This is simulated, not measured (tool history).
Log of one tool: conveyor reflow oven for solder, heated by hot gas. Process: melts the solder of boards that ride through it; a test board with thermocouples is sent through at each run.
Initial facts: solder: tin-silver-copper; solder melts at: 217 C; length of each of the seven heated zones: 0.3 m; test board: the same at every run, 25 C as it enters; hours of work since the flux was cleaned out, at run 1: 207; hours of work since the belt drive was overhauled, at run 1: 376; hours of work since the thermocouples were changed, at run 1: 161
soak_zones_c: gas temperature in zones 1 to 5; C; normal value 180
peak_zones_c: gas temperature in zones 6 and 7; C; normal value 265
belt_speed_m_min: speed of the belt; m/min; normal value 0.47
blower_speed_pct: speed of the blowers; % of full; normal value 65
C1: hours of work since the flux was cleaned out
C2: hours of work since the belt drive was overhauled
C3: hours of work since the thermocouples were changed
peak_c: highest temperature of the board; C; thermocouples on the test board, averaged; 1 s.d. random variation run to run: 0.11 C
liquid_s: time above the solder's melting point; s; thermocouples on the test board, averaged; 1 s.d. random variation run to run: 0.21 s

Run 1, hour 0: usual settings; C1 207; C2 376; C3 161. Result: peak_c 255.1 C, liquid_s 63.4 s.
Run 2, hour 9.8: usual settings but blower_speed_pct 63 % of full; C1 212; C2 381; C3 166. Result: peak_c 255 C, liquid_s 63.4 s.
Run 3, hour 18.8: usual settings but blower_speed_pct 63 % of full; C1 217; C2 386; C3 171. Result: peak_c 255.1 C, liquid_s 63.5 s.
Run 4, hour 29.5: usual settings but blower_speed_pct 63 % of full; C1 223; C2 391; C3 177. Result: peak_c 255 C, liquid_s 63 s.
Run 5, hour 40: usual settings but soak_zones_c 183 C; C1 228; C2 397; C3 182. Result: peak_c 255.5 C, liquid_s 65 s.
Run 6, hour 48.7: usual settings but soak_zones_c 183 C; C1 233; C2 401; C3 187. Result: peak_c 255.4 C, liquid_s 64.7 s.
Run 7, hour 58: usual settings but belt_speed_m_min 0.481 m/min; C1 237; C2 406; C3 192. Result: peak_c 254.5 C, liquid_s 61.3 s.
Run 8, hour 68.6: usual settings but belt_speed_m_min 0.481 m/min; C1 243; C2 412; C3 197. Result: peak_c 254.5 C, liquid_s 61.4 s.
Run 9, hour 76: usual settings but belt_speed_m_min 0.481 m/min; C1 247; C2 416; C3 201. Result: peak_c 254.6 C, liquid_s 61.6 s.
At hour 82.5: flux residue cleaned out of gas plates and filters.
Run 10, hour 88.8: usual settings but belt_speed_m_min 0.509 m/min; C1 3; C2 420; C3 205. Result: peak_c 254.5 C, liquid_s 57.8 s.
Run 11, hour 97.9: usual settings but blower_speed_pct 70 % of full; C1 8; C2 424; C3 210. Result: peak_c 256.8 C, liquid_s 64.9 s.
Run 12, hour 108.6: usual settings but blower_speed_pct 70 % of full; C1 14; C2 430; C3 216. Result: peak_c 256.7 C, liquid_s 65 s.
Run 13, hour 115.4: usual settings; C1 17; C2 434; C3 219. Result: peak_c 256.5 C, liquid_s 64.7 s.
Run 14, hour 122.7: usual settings but belt_speed_m_min 0.546 m/min; C1 21; C2 437; C3 223. Result: peak_c 252.3 C, liquid_s 52.4 s.
Run 15, hour 127.4: usual settings; C1 24; C2 440; C3 225. Result: peak_c 256.4 C, liquid_s 64.5 s.
Run 16, hour 137.9: usual settings but belt_speed_m_min 0.548 m/min; C1 29; C2 445; C3 231. Result: peak_c 252.6 C, liquid_s 52.2 s.
Run 17, hour 145.6: usual settings but soak_zones_c 195 C, peak_zones_c 253 C, belt_speed_m_min 0.499 m/min, blower_speed_pct 61 % of full; C1 33; C2 449; C3 235. Result: peak_c 245.6 C, liquid_s 60.4 s.
Run 18, hour 150.3: usual settings but peak_zones_c 271 C, belt_speed_m_min 0.454 m/min, blower_speed_pct 72 % of full; C1 36; C2 452; C3 237. Result: peak_c 263.3 C, liquid_s 70.8 s.
Run 19, hour 158.9: usual settings but soak_zones_c 169 C, belt_speed_m_min 0.557 m/min; C1 40; C2 456; C3 242. Result: peak_c 250.2 C, liquid_s 46.2 s.
Run 20, hour 164.6: usual settings but soak_zones_c 169 C, belt_speed_m_min 0.557 m/min; C1 43; C2 459; C3 245. Result: peak_c 250.2 C, liquid_s 46.4 s.
Run 21, hour 175.1: usual settings but soak_zones_c 169 C, belt_speed_m_min 0.557 m/min; C1 49; C2 465; C3 250. Result: peak_c 250.1 C, liquid_s 46.3 s.
Run 22, hour 184.6: usual settings but soak_zones_c 194 C, peak_zones_c 263 C, belt_speed_m_min 0.557 m/min, blower_speed_pct 81 % of full; C1 53; C2 470; C3 255. Result: peak_c 253.9 C, liquid_s 57.9 s.
Run 23, hour 189.9: usual settings but belt_speed_m_min 0.434 m/min; C1 56; C2 473; C3 258. Result: peak_c 257.7 C, liquid_s 71.4 s.
Run 24, hour 200.9: usual settings but belt_speed_m_min 0.434 m/min; C1 62; C2 478; C3 264. Result: peak_c 258 C, liquid_s 71.4 s.
Run 25, hour 205.7: usual settings but soak_zones_c 182 C, peak_zones_c 258 C, belt_speed_m_min 0.439 m/min; C1 65; C2 481; C3 266. Result: peak_c 251.5 C, liquid_s 67.6 s.
Run 26, hour 211: usual settings but soak_zones_c 174 C; C1 67; C2 484; C3 269. Result: peak_c 255.3 C, liquid_s 61.5 s.
Run 27, hour 215.8: usual settings but soak_zones_c 174 C; C1 70; C2 486; C3 272. Result: peak_c 255.3 C, liquid_s 62.1 s.
Run 28, hour 220.7: usual settings but soak_zones_c 174 C, belt_speed_m_min 0.505 m/min, blower_speed_pct 66 % of full; C1 72; C2 489; C3 274. Result: peak_c 253.5 C, liquid_s 55.9 s.
Run 29, hour 227.2: usual settings but soak_zones_c 175 C, peak_zones_c 258 C, blower_speed_pct 67 % of full; C1 76; C2 492; C3 278. Result: peak_c 249.3 C, liquid_s 58.5 s.
Run 30, hour 237.1: usual settings but soak_zones_c 175 C, peak_zones_c 258 C, blower_speed_pct 67 % of full; C1 81; C2 497; C3 283. Result: peak_c 249.4 C, liquid_s 58.4 s.
Run 31, hour 242.4: usual settings but soak_zones_c 175 C, peak_zones_c 258 C, blower_speed_pct 54 % of full; C1 84; C2 500; C3 286. Result: peak_c 247.5 C, liquid_s 56.4 s.

Alternative continuations, all from the tool just after run 31; predict every row:
Run A, hour 247: usual settings but soak_zones_c 166 C, peak_zones_c 262 C, belt_speed_m_min 0.411 m/min; C1 86; C2 503; C3 288. Result: peak_c ?, liquid_s ?.
Run B, hour 247: usual settings but soak_zones_c 175 C, peak_zones_c 258 C, belt_speed_m_min 0.541 m/min, blower_speed_pct 54 % of full; C1 86; C2 503; C3 288. Result: peak_c ?, liquid_s ?.
Run C, hour 247: usual settings but soak_zones_c 193 C, peak_zones_c 266 C, belt_speed_m_min 0.383 m/min, blower_speed_pct 54 % of full; C1 86; C2 503; C3 288. Result: peak_c ?, liquid_s ?.
Run D, hour 247: usual settings but peak_zones_c 273 C; C1 86; C2 503; C3 288. Result: peak_c ?, liquid_s ?.

run  peak_c  liquid_s
  A   254.9      68.7
  B   243.9      44.6
  C   260.9      89.7
  D   263.6      68.1
With the hidden condition removed and each run's random variation left untouched, the same runs would have given:
run  peak_c  liquid_s
  A   254.3      67.5
  B   243.4      43.7
  C   260.3      88.2
  D     263      66.9
